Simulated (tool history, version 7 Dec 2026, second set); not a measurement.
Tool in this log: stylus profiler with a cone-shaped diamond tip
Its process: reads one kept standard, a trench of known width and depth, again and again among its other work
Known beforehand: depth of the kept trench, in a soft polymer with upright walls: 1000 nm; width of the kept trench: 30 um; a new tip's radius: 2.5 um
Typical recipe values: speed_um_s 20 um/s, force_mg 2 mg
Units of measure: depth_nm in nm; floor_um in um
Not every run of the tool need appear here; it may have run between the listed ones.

| run | hour | speed_um_s | force_mg | depth_nm | floor_um |
|---|---|---|---|---|---|
| 1 | 0 | 20 | 2 | 1013.57 | 25.43 |
| 2 | 18.3 | 20 | 2 | 1013.08 | 25.4 |
| 3 | 39.6 | 20 | 2 | 1013.19 | 25.33 |
| 4 | 56.9 | 20 | 2 | 1013.21 | 25.33 |
| 5 | 77.4 | 20 | 2 | 1013.01 | 25.31 |
| 6 | 106 | 20 | 2 | 1013.19 | 25.23 |
| 7 | 134.5 | 20 | 2 | 1012.32 | 25.14 |
| 8 | 156.3 | 20 | 2 | 1012.69 | 25.15 |
| 9 | 169.1 | 20 | 2 | 1012.92 | 25.09 |
| 10 | 195.1 | 20 | 2 | 1012.69 | 25.06 |
| 11 | 218.8 | 20 | 2 | 1012.94 | 24.93 |
| 12 | 237 | 20 | 2 | 1012.89 | 24.97 |
| 13 | 263.3 | 20 | 2 | 1012.8 | 24.84 |
| 14 | 286 | 20 | 2.48 | 1014.79 | 24.84 |
| 15 | 304.3 | 20 | 2.48 | 1014.58 | 24.77 |
| 16 | 325.5 | 20 | 2.48 | 1014.75 | 24.79 |
| 17 | 345.3 | 20 | 2.48 | 1014.5 | 24.73 |
| 18 | 368.6 | 20 | 2.48 | 1014.16 | 24.66 |
| 19 | 383.6 | 20 | 2.48 | 1014.44 | 24.63 |
| 20 | 400.5 | 18 | 1.59 | 1010.9 | 24.57 |
| 21 | 416.9 | 18 | 1.59 | 1010.39 | 24.58 |
| 22 | 443.9 | 38 | 5.29 | 1024.56 | 24.53 |
| 23 | 460 | 77 | 1.31 | 1008.78 | 24.29 |
| 24 | 479.5 | 77 | 1.31 | 1008.68 | 24.29 |
| 25 | 501 | 21 | 1.51 | 1009.94 | 24.38 |
| 26 | 514.4 | 21 | 1.51 | 1009.45 | 24.34 |
| 27 | 529 | 21 | 1.51 | 1009.66 | 24.34 |
| 28 | 553.7 | 21 | 1.51 | 1009.67 | 24.26 |
| 29 | 580.6 | 6 | 0.98 | 1006.85 | 24.29 |
| 30 | 593.5 | 78 | 1.28 | 1008.41 | 24.08 |
| 31 | 612.6 | 78 | 1.48 | 1009.42 | 24.1 |
| 32 | 625.2 | 78 | 1.48 | 1009.17 | 24.03 |
| 33 | 649 | 13 | 1.45 | 1009.41 | 24.14 |
| 34 | 668.7 | 11 | 0.81 | 1005.59 | 24.14 |
| 35 | 695.4 | 47 | 3 | 1015.66 | 23.97 |
| 36 | 713.5 | 47 | 3 | 1015.51 | 23.95 |
| 37 | 737.3 | 72 | 5.07 | 1023.24 | 23.97 |

4 ways to go on from here, each from the tool as it stands after run 37. What would each give?
| A | 752.2 | 52 | 1.01 | ? | ? |
| B | 752.2 | 6 | 0.9 | ? | ? |
| C | 752.2 | 71 | 1.11 | ? | ? |
| D | 752.2 | 72 | 2.16 | ? | ? |

| run | depth_nm | floor_um |
|---|---|---|
| A | 1006.67 | 23.84 |
| B | 1005.78 | 23.94 |
| C | 1007 | 23.79 |
| D | 1012.43 | 23.83 |
Without the tool's unlogged condition, the same runs would have read:
| run | depth_nm | floor_um |
|---|---|---|
| A | 1008.72 | 25.85 |
| B | 1007.84 | 25.95 |
| C | 1009.06 | 25.81 |
| D | 1014.5 | 25.84 |
